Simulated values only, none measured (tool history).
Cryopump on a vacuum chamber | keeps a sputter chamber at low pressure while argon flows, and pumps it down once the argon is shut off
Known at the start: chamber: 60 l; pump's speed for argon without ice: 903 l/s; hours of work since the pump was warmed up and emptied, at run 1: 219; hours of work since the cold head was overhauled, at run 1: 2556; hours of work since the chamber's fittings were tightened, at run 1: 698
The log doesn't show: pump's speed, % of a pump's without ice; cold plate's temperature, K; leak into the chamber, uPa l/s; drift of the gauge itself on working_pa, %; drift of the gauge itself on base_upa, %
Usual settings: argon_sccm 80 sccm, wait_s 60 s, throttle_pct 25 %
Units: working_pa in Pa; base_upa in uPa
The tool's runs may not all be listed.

run	hour	argon_sccm	wait_s	throttle_pct	hours of work since the pump was warmed up and emptied	hours of work since the cold head was overhauled	hours of work since the chamber's fittings were tightened	working_pa	base_upa
1	0.0	80	60	25	219	2556	698	0.6379	3.32
2	75.5	80	60	25	264	2601	743	0.6430	3.59
3	124.5	123	60	25	293	2631	772	0.9993	3.81
4	223.1	123	60	25	353	2690	832	1.0145	3.95
5	301.1	123	60	25	400	2737	879	1.0259	4.31
6	381.2	80	60	45	448	2785	927	0.4103	4.51
7	483.9	80	60	45	510	2847	989	0.4271	5.06
# hour 539.2: pump warmed up, emptied and cooled again
8	539.2	80	60	45	0	2877	1019	0.3369	3.72
9	649.5	71	60	44	66	2943	1085	0.3147	3.93
10	723.0	38	26	26	111	2988	1130	0.2828	5.37
11	811.5	79	27	25	164	3041	1183	0.6148	5.59
12	890.4	69	23	25	211	3088	1230	0.5438	6.19
13	996.1	130	274	24	275	3152	1294	1.0841	4.03
14	1048.1	130	107	29	306	3183	1325	0.9162	4.75
15	1118.8	51	22	21	349	3226	1368	0.4891	6.92

3 ways to go on from here, each from the tool as it stands after run 15. What would each give?
A	1176.0	80	28	22	383	3260	1402	?	?
B	1176.0	50	68	18	383	3260	1402	?	?
C	1176.0	108	27	46	383	3260	1402	?	?

run	working_pa	base_upa
A	0.7434	6.61
B	0.5571	5.50
C	0.5225	6.84
Without the tool's hidden state the same runs would have given:
run	working_pa	base_upa
A	0.6838	2.42
B	0.5201	1.21
C	0.4420	2.54
